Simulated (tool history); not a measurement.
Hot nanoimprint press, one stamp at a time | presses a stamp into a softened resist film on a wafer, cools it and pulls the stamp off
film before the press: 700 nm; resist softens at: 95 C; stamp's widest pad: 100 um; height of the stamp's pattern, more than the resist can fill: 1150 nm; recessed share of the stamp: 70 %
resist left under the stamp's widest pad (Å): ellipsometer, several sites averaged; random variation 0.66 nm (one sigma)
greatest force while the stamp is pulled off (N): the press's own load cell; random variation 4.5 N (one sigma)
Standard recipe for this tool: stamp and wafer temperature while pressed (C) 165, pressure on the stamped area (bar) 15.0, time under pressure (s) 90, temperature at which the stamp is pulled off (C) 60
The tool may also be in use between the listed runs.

run	hour	stamp and wafer temperature while pressed (C)	pressure on the stamped area (bar)	time under pressure (s)	temperature at which the stamp is pulled off (C)	resist left under the stamp's widest pad (Å)	greatest force while the stamp is pulled off (N)
1	0.0	165	15.0	90	60	2645	296
2	42.1	165	15.0	90	60	2641	299
# hour 56.3: stamp cleaned and given a new release coat
3	89.4	168	15.0	90	60	2416	230
4	124.3	168	15.0	90	60	2419	239
5	145.8	165	15.0	90	60	2631	240
6	175.8	165	15.0	90	60	2619	239
7	214.7	165	15.0	90	60	2620	255
8	236.0	165	15.0	90	60	2624	255
9	264.4	165	15.0	90	60	2606	258
10	300.6	165	15.0	90	60	2616	263
11	329.7	159	15.0	90	60	3121	273
12	354.2	165	15.0	90	60	2603	274
13	387.7	165	15.0	90	60	2608	292
# hour 392.6: plate thermocouple calibrated
14	409.8	165	15.0	90	60	2583	288
15	429.2	165	15.0	90	67	2582	291
# hour 465.2: stamp cleaned and given a new release coat
16	478.7	165	15.0	90	60	2587	219
17	497.3	165	12.7	129	60	2413	232
18	524.3	175	15.0	49	60	2531	226
19	566.3	165	13.6	98	60	2615	239
20	605.3	154	9.1	90	54	4325	248
# hour 616.8: plate thermocouple calibrated, once more
21	646.0	165	15.0	56	68	3221	246
22	679.2	161	9.8	155	50	2982	292
23	722.5	161	9.8	155	50	2967	303
24	744.8	161	9.8	155	50	2970	291
25	766.0	155	19.6	50	55	3940	294
26	809.5	155	10.4	71	55	4429	312
27	853.3	155	10.4	71	55	4438	320
# hour 875.0: stamp cleaned and given a new release coat
28	898.5	154	10.4	71	46	4542	235
29	918.1	154	9.9	71	46	4620	248
30	944.2	162	9.9	52	46	4162	260
31	966.5	174	15.0	68	63	2333	238

Had the tool no unlogged condition, and each run kept its random variation, what would the results have been?
The tool's hidden condition here consists of: true temperature over the reading, C; pressure that arrives at the usual setting, %; grip of the stamp's worn release coat, % over a new coat's; drift of the gauge itself on residual_nm, %; drift of the gauge itself on pull_off_n, %.
run	resist left under the stamp's widest pad (Å)	greatest force while the stamp is pulled off (N)
1	2659	220
2	2657	216
3	2434	223
4	2439	225
5	2655	221
6	2646	215
7	2649	222
8	2655	218
9	2639	216
10	2652	213
11	3170	217
12	2644	214
13	2651	221
14	2654	216
15	2655	214
16	2662	218
17	2489	227
18	2594	216
19	2700	220
20	4470	221
21	3187	210
22	2963	243
23	2954	244
24	2959	229
25	3907	228
26	4426	235
27	4440	232
28	4550	230
29	4632	239
30	4171	245
31	2323	220
